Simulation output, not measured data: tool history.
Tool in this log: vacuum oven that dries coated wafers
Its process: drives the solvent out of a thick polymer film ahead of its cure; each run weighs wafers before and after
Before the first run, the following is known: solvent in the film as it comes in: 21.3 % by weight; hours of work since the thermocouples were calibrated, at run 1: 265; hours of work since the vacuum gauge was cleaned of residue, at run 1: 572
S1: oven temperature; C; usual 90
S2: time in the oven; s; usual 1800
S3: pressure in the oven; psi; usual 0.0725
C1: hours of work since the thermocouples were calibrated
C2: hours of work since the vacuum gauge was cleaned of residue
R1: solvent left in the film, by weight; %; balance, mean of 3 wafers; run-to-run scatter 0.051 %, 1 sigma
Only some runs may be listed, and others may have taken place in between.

Run 1, hour 0.0: usual settings; C1 265; C2 572. Result: R1 0.92 %.
Run 2, hour 24.6: usual settings; C1 278; C2 586. Result: R1 0.99 %.
Run 3, hour 43.0: usual settings; C1 288; C2 596. Result: R1 0.95 %.
Run 4, hour 59.8: usual settings but S1 98 C; C1 298; C2 605. Result: R1 0.26 %.
Run 5, hour 78.5: usual settings but S1 98 C; C1 308; C2 615. Result: R1 0.28 %.
Run 6, hour 99.3: usual settings but S1 98 C; C1 319; C2 626. Result: R1 0.23 %.
Run 7, hour 120.3: usual settings but S1 98 C; C1 330; C2 638. Result: R1 0.30 %.
Run 8, hour 136.5: usual settings but S1 98 C; C1 339; C2 646. Result: R1 0.21 %.
Run 9, hour 156.7: usual settings but S1 98 C; C1 350; C2 657. Result: R1 0.24 %.
Run 10, hour 179.7: usual settings but S3 0.2664 psi; C1 362; C2 670. Result: R1 1.40 %.
Run 11, hour 196.5: usual settings but S3 0.2664 psi; C1 372; C2 679. Result: R1 1.53 %.
Run 12, hour 222.3: usual settings but S3 0.2664 psi; C1 386; C2 693. Result: R1 1.53 %.
Run 13, hour 250.1: usual settings but S3 0.2664 psi; C1 401; C2 708. Result: R1 1.52 %.
Run 14, hour 271.0: usual settings but S3 0.0640 psi; C1 412; C2 719. Result: R1 0.90 %.
Run 15, hour 286.5: usual settings but S2 2520 s, S3 0.0640 psi; C1 420; C2 728. Result: R1 0.45 %.
Run 16, hour 303.4: usual settings but S2 2520 s, S3 0.0640 psi; C1 429; C2 737. Result: R1 0.39 %.
Run 17, hour 320.1: usual settings but S1 84 C, S2 2520 s, S3 0.0640 psi; C1 438; C2 746. Result: R1 1.24 %.
Run 18, hour 340.0: usual settings but S1 104 C, S2 1680 s, S3 0.2551 psi; C1 449; C2 757. Result: R1 0.46 %.
Run 19, hour 357.0: usual settings but S1 100 C, S3 0.0453 psi; C1 458; C2 766. Result: R1 0.23 %.
Run 20, hour 374.1: usual settings but S1 100 C, S3 0.0453 psi; C1 468; C2 775. Result: R1 0.15 %.
At hour 377.5: vacuum gauge cleaned of residue and calibrated.
Run 21, hour 398.6: usual settings but S1 100 C, S3 0.0453 psi; C1 480; C2 11. Result: R1 0.10 %.
Run 22, hour 420.7: usual settings but S1 100 C, S3 0.0453 psi; C1 492; C2 23. Result: R1 0.15 %.
Run 23, hour 434.5: usual settings but S1 100 C, S3 0.0453 psi; C1 500; C2 31. Result: R1 0.16 %.
Run 24, hour 456.9: usual settings but S2 2760 s, S3 0.1416 psi; C1 512; C2 43. Result: R1 0.53 %.

Run 25 comes next. What will it give?
Run 25, hour 469.1: usual settings but S1 84 C, S2 2760 s, S3 0.1809 psi; C1 518; C2 50. Result: R1 ?.

Run 25 came out at R1 1.44 %.
Had the tool carried no hidden state, the very same run would have given R1 1.65 %.

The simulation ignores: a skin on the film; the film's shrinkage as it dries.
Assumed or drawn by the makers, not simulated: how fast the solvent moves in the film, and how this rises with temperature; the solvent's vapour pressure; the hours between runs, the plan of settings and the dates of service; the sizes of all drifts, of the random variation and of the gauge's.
